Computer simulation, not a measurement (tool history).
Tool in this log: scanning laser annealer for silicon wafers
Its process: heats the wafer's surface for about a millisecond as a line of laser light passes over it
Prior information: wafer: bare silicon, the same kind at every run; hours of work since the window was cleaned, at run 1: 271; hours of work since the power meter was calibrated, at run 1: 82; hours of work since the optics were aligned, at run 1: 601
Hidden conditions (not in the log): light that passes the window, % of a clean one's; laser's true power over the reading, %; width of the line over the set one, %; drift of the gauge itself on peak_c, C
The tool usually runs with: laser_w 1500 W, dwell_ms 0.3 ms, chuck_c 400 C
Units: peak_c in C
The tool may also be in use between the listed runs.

run     day  laser_w  dwell_ms  chuck_c  hours of work since the window was cleaned  hours of work since the power meter was calibrated  hours of work since the optics were aligned  peak_c
  1       0     1500       0.3      400                                         271                                                  82                                          601    1241
  2   2.467     1500       0.3      400                                         319                                                 129                                          648    1244
      4.254  -- window over the wafer cleaned
  3   4.504     1393       0.3      400                                           5                                                 167                                          686    1183
  4   7.762     1393     0.262      400                                          67                                                 229                                          748    1128
  5   9.554     1393     0.262      400                                         102                                                 264                                          782    1126
  6  12.371     1393     0.262      400                                         156                                                 318                                          837    1130
  7  15.692     1393     0.262      425                                         220                                                 381                                          900    1151
  8  18.262     1393     0.262      425                                         269                                                 431                                          950    1152
  9  20.512     1393     0.262      425                                         312                                                 474                                          993    1155
 10  21.875     1393     0.262      425                                         338                                                 500                                         1019    1157
     22.246  -- optics aligned, line set to its width
     22.808  -- window over the wafer cleaned
 11  24.033     1393     0.262      425                                          23                                                 536                                           33    1156
 12  26.733     1393     0.262      425                                          75                                                 588                                           85    1154
 13   29.35     1393     0.262      377                                         126                                                 638                                          135    1106
 14  31.042     1393     0.262      377                                         158                                                 670                                          167    1105
 15  32.996     1500       0.3      423                                         195                                                 708                                          205    1262
 16  35.383     1500       0.3      423                                         241                                                 754                                          251    1266
 17  38.417     1500       0.3      423                                         299                                                 812                                          309    1263
     41.242  -- window over the wafer cleaned
 18  41.862     1500       0.3      423                                          12                                                 876                                          373    1264
 19    44.4     1561     0.315      414                                          61                                                 925                                          422    1316
 20  46.683     1573     0.215      391                                         104                                                 969                                          466    1133
 21    49.7     1548     0.243      435                                         162                                                1027                                          524    1210
 22    52.3     1548     0.243      435                                         212                                                1077                                          574    1210
 23  54.296     1529     0.276      438                                         250                                                1115                                          612    1261
 24  57.462     1318     0.343      420                                         311                                                1176                                          673    1214
 25  59.208     1435     0.222      381                                         345                                                1209                                          706    1065
      59.65  -- window over the wafer cleaned
 26  60.738     1534     0.222      380                                          21                                                1237                                          734    1114
 27  62.721     1534     0.222      380                                          59                                                1275                                          772    1115
 28  64.946     1375     0.213      364                                         102                                                1318                                          815    1010
 29  68.146     1375     0.213      364                                         163                                                1379                                          876    1009

For each entry between runs, how does the tool's hidden state at the last listed run before it compare with that at the first listed run after it?
After run 2, before run 3: window over the wafer cleaned (day 4.254)
  light that passes the window, % of a clean one's: 99.8 -> 99.99; width of the line over the set one, %: 0.13 -> 0.14
  measured less the result without the state, peak_c: -2 -> +0 C
After run 10, before run 11: optics aligned, line set to its width (day 22.246); window over the wafer cleaned (day 22.808)
  light that passes the window, % of a clean one's: 99.76 -> 99.98; width of the line over the set one, %: 0.21 -> 0.01
  measured less the result without the state, peak_c: -3 -> +0 C
After run 17, before run 18: window over the wafer cleaned (day 41.242)
  light that passes the window, % of a clean one's: 99.79 -> 99.98; width of the line over the set one, %: 0.07 -> 0.09
  measured less the result without the state, peak_c: -2 -> -1 C
After run 25, before run 26: window over the wafer cleaned (day 59.65)
  light that passes the window, % of a clean one's: 99.75 -> 99.97
  measured less the result without the state, peak_c: -3 -> +0 C
